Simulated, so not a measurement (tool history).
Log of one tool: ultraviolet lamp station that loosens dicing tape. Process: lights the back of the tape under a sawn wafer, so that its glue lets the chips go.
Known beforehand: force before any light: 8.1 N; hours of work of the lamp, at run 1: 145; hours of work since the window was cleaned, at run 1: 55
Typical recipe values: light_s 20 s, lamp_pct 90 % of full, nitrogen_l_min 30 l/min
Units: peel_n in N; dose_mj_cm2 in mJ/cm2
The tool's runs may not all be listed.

run,day,light_s,lamp_pct,nitrogen_l_min,hours of work of the lamp,hours of work since the window was cleaned,peel_n,dose_mj_cm2
1,0,20,90,30,145,55,0.839,376
2,1.158,20,68,30,166,76,1.451,280
3,2.467,20,90,30,189,99,0.9,366
4,4.175,20,90,28,219,130,1.018,362
5,5.742,20,90,28,247,158,1.001,350
6,7.425,20,90,28,277,188,1.039,345
7,8.912,20,90,28,304,214,1.097,334
8,9.996,20,90,28,323,233,1.158,329
9,11.917,20,90,30,358,268,1.165,322
10,13.217,20,90,30,381,291,1.2,312
# day 14.129: window cleaned of glue's vapour
11,15.104,20,90,30,414,17,1.023,346
12,16.758,25,90,30,443,47,0.678,422
13,17.85,25,89,30,463,66,0.7,412
14,19.092,25,89,30,485,88,0.733,409
15,20.896,20,90,30,517,121,1.256,319
16,21.692,20,90,30,531,135,1.299,315
17,22.521,13,90,30,546,150,2.378,204
18,23.367,13,90,30,561,165,2.441,200
19,24.342,13,90,30,579,182,2.447,195
20,25.992,13,90,30,608,212,2.505,193
21,27.846,12,72,25,641,245,3.761,134
22,29.762,12,72,25,675,279,3.818,134
# day 31.208: window cleaned of glue's vapour
23,31.583,10,75,9,707,7,4.715,124
24,33.117,33,90,30,735,34,0.464,483
25,34.696,33,90,30,763,62,0.518,478
26,35.696,18,79,51,781,80,1.771,225
27,36.538,22,90,20,796,95,1.581,306
28,37.492,38,90,51,813,112,0.279,515
29,38.971,28,93,30,839,138,0.804,386
30,40.242,33,93,19,862,161,0.776,448
31,41.183,33,62,10,879,178,2.242,295
32,42.012,18,62,22,893,193,3.319,160
33,43.321,20,90,42,917,216,1.63,247
34,45.262,20,90,20,951,251,2.174,243
35,47.083,20,78,20,984,283,2.642,209
# day 48.375: window cleaned of glue's vapour
36,48.642,15,72,20,1011,5,3.418,155
37,50.508,30,72,23,1045,38,1.483,302
38,52.221,34,92,9,1075,69,1.369,423

What if the next run were any one of these 3? Each begins from the tool's condition after run 38:
A,54.033,10,67,30,1107,101,?,?
B,54.033,27,92,9,1107,101,?,?
C,54.033,21,90,48,1107,101,?,?

run,peel_n,dose_mj_cm2
A,4.793,89
B,2.019,328
C,1.483,243
With the hidden condition removed and each run's random variation left untouched, the same runs would have given:
run,peel_n,dose_mj_cm2
A,3.213,155
B,0.754,574
C,0.465,429
